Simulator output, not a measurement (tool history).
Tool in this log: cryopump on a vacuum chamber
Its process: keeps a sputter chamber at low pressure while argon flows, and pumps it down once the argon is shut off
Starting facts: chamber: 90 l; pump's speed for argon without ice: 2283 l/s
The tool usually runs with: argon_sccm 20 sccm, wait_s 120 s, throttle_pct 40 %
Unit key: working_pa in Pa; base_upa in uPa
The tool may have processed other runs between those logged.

| run | hour | argon_sccm | wait_s | throttle_pct | working_pa | base_upa |
|---|---|---|---|---|---|---|
| 1 | 0 | 20 | 120 | 40 | 0.0375 | 0.37 |
| 2 | 25.7 | 20 | 263 | 40 | 0.0385 | 0.28 |
| 3 | 47.4 | 20 | 120 | 40 | 0.0385 | 0.39 |
| 4 | 85.6 | 20 | 120 | 40 | 0.0381 | 0.38 |
| 5 | 105.8 | 20 | 120 | 40 | 0.0384 | 0.4 |
| 6 | 145.9 | 20 | 120 | 40 | 0.0382 | 0.42 |
| 7 | 169.8 | 20 | 120 | 40 | 0.0384 | 0.46 |
| 8 | 203.5 | 20 | 120 | 40 | 0.0379 | 0.45 |
| 9 | 227.2 | 20 | 120 | 40 | 0.0386 | 0.5 |
| 10 | 249.1 | 14 | 67 | 46 | 0.0234 | 0.61 |
| 11 | 267.4 | 20 | 297 | 16 | 0.0939 | 0.39 |
| 12 | 304.4 | 20 | 20 | 16 | 0.0937 | 1.39 |
| 13 | 341.9 | 20 | 154 | 19 | 0.0792 | 0.5 |
| 14 | 383.3 | 20 | 154 | 19 | 0.079 | 0.47 |
| 15 | 417 | 20 | 255 | 34 | 0.0449 | 0.46 |
| 16 | 450.3 | 20 | 286 | 34 | 0.0458 | 0.46 |
| 17 | 480 | 12 | 26 | 32 | 0.0287 | 1.25 |

Below are 3 alternative next runs, each starting from the tool's condition after run 17. Predict each:
| A | 519.1 | 20 | 120 | 51 | ? | ? |
| B | 519.1 | 20 | 52 | 21 | ? | ? |
| C | 519.1 | 24 | 78 | 20 | ? | ? |

| run | working_pa | base_upa |
|---|---|---|
| A | 0.0315 | 0.59 |
| B | 0.0727 | 0.87 |
| C | 0.0913 | 0.71 |
Take away the tool's hidden state, keep each run's random variation, and the runs would have read:
| run | working_pa | base_upa |
|---|---|---|
| A | 0.0297 | 0.31 |
| B | 0.0709 | 0.58 |
| C | 0.0892 | 0.43 |

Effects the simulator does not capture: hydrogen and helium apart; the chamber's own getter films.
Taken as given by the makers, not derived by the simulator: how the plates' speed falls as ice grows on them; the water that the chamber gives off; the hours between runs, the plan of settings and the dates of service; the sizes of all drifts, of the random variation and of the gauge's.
